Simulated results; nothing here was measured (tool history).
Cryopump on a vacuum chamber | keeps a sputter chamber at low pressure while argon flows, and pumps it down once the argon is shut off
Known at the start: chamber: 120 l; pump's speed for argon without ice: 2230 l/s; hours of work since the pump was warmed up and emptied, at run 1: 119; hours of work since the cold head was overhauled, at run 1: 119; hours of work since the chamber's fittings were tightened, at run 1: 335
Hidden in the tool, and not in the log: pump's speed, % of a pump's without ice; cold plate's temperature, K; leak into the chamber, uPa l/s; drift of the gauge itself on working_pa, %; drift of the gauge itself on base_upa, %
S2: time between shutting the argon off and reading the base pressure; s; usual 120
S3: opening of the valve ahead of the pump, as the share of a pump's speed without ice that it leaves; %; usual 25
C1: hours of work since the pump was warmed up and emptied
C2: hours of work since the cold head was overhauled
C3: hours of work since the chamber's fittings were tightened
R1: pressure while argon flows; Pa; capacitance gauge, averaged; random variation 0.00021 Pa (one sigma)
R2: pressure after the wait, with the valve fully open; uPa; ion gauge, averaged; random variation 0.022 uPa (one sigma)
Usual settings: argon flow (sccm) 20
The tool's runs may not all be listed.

run 1 hour=0.0 | argon_flow_(sccm)=20 S2=120 S3=25 | C1=119 C2=119 C3=335 | R1=0.0609 R2=0.84
run 2 hour=7.9 | argon_flow_(sccm)=20 S2=120 S3=25 | C1=125 C2=125 C3=341 | R1=0.0608 R2=0.84
run 3 hour=22.7 | argon_flow_(sccm)=20 S2=26 S3=25 | C1=137 C2=137 C3=352 | R1=0.0607 R2=2.62
run 4 hour=31.2 | argon_flow_(sccm)=20 S2=26 S3=25 | C1=143 C2=143 C3=358 | R1=0.0611 R2=2.58
run 5 hour=39.6 | argon_flow_(sccm)=20 S2=26 S3=25 | C1=149 C2=149 C3=365 | R1=0.0611 R2=2.62
run 6 hour=48.9 | argon_flow_(sccm)=20 S2=26 S3=25 | C1=156 C2=156 C3=372 | R1=0.0611 R2=2.57
run 7 hour=61.7 | argon_flow_(sccm)=20 S2=26 S3=25 | C1=166 C2=166 C3=381 | R1=0.0611 R2=2.66
run 8 hour=70.4 | argon_flow_(sccm)=20 S2=245 S3=25 | C1=173 C2=173 C3=388 | R1=0.0608 R2=0.61
run 9 hour=81.3 | argon_flow_(sccm)=20 S2=120 S3=25 | C1=181 C2=181 C3=396 | R1=0.0608 R2=0.91
run 10 hour=91.0 | argon_flow_(sccm)=20 S2=120 S3=25 | C1=188 C2=188 C3=404 | R1=0.0611 R2=0.90
run 11 hour=102.5 | argon_flow_(sccm)=20 S2=120 S3=25 | C1=197 C2=197 C3=412 | R1=0.0610 R2=0.94
run 12 hour=112.0 | argon_flow_(sccm)=20 S2=120 S3=25 | C1=204 C2=204 C3=420 | R1=0.0611 R2=0.89
run 13 hour=120.7 | argon_flow_(sccm)=20 S2=120 S3=25 | C1=211 C2=211 C3=426 | R1=0.0610 R2=0.91
run 14 hour=130.7 | argon_flow_(sccm)=20 S2=120 S3=25 | C1=218 C2=218 C3=434 | R1=0.0615 R2=0.87
run 15 hour=136.8 | argon_flow_(sccm)=20 S2=120 S3=25 | C1=223 C2=223 C3=438 | R1=0.0610 R2=0.91
run 16 hour=145.7 | argon_flow_(sccm)=20 S2=120 S3=25 | C1=230 C2=230 C3=445 | R1=0.0613 R2=0.96
run 17 hour=151.8 | argon_flow_(sccm)=33 S2=120 S3=25 | C1=234 C2=234 C3=450 | R1=0.1008 R2=0.99
run 18 hour=166.7 | argon_flow_(sccm)=33 S2=120 S3=25 | C1=246 C2=246 C3=461 | R1=0.1002 R2=0.95
run 19 hour=174.4 | argon_flow_(sccm)=33 S2=120 S3=25 | C1=252 C2=252 C3=467 | R1=0.1007 R2=0.95
run 20 hour=187.2 | argon_flow_(sccm)=11 S2=127 S3=25 | C1=261 C2=261 C3=477 | R1=0.0338 R2=0.95
run 21 hour=197.5 | argon_flow_(sccm)=27 S2=96 S3=42 | C1=269 C2=269 C3=484 | R1=0.0495 R2=1.08
run 22 hour=212.2 | argon_flow_(sccm)=13 S2=100 S3=39 | C1=280 C2=280 C3=496 | R1=0.0256 R2=1.11
run 23 hour=221.2 | argon_flow_(sccm)=21 S2=266 S3=25 | C1=287 C2=287 C3=502 | R1=0.0645 R2=0.71
run 24 hour=229.3 | argon_flow_(sccm)=21 S2=266 S3=25 | C1=293 C2=293 C3=509 | R1=0.0644 R2=0.72
run 25 hour=235.7 | argon_flow_(sccm)=39 S2=94 S3=42 | C1=298 C2=298 C3=513 | R1=0.0721 R2=1.07
run 26 hour=243.8 | argon_flow_(sccm)=33 S2=120 S3=30 | C1=304 C2=304 C3=520 | R1=0.0849 R2=0.97
run 27 hour=254.0 | argon_flow_(sccm)=8 S2=180 S3=53 | C1=312 C2=312 C3=527 | R1=0.0114 R2=0.84
run 28 hour=268.6 | argon_flow_(sccm)=8 S2=54 S3=34 | C1=323 C2=323 C3=538 | R1=0.0179 R2=1.59
run 29 hour=278.4 | argon_flow_(sccm)=9 S2=45 S3=21 | C1=331 C2=331 C3=546 | R1=0.0328 R2=1.80
run 30 hour=286.2 | argon_flow_(sccm)=25 S2=159 S3=28 | C1=336 C2=336 C3=552 | R1=0.0680 R2=0.91
run 31 hour=300.6 | argon_flow_(sccm)=30 S2=120 S3=25 | C1=347 C2=347 C3=563 | R1=0.0919 R2=1.00
run 32 hour=314.5 | argon_flow_(sccm)=20 S2=120 S3=37 | C1=358 C2=358 C3=573 | R1=0.0417 R2=1.02
run 33 hour=326.0 | argon_flow_(sccm)=20 S2=120 S3=37 | C1=367 C2=367 C3=582 | R1=0.0418 R2=1.00

4 ways to go on from here, each from the tool as it stands after run 33. What would each give?
run A hour=336.6 | argon_flow_(sccm)=37 S2=63 S3=32 | C1=375 C2=375 C3=590 | R1=? R2=?
run B hour=336.6 | argon_flow_(sccm)=27 S2=120 S3=20 | C1=375 C2=375 C3=590 | R1=? R2=?
run C hour=336.6 | argon_flow_(sccm)=13 S2=25 S3=18 | C1=375 C2=375 C3=590 | R1=? R2=?
run D hour=336.6 | argon_flow_(sccm)=21 S2=120 S3=24 | C1=375 C2=375 C3=590 | R1=? R2=?

run=A R1=0.0894 R2=1.48
run=B R1=0.1032 R2=1.03
run=C R1=0.0554 R2=2.89
run=D R1=0.0677 R2=1.03
Without the tool's hidden state the same runs would have given:
run=A R1=0.0879 R2=1.05
run=B R1=0.1021 R2=0.62
run=C R1=0.0549 R2=2.47
run=D R1=0.0668 R2=0.61
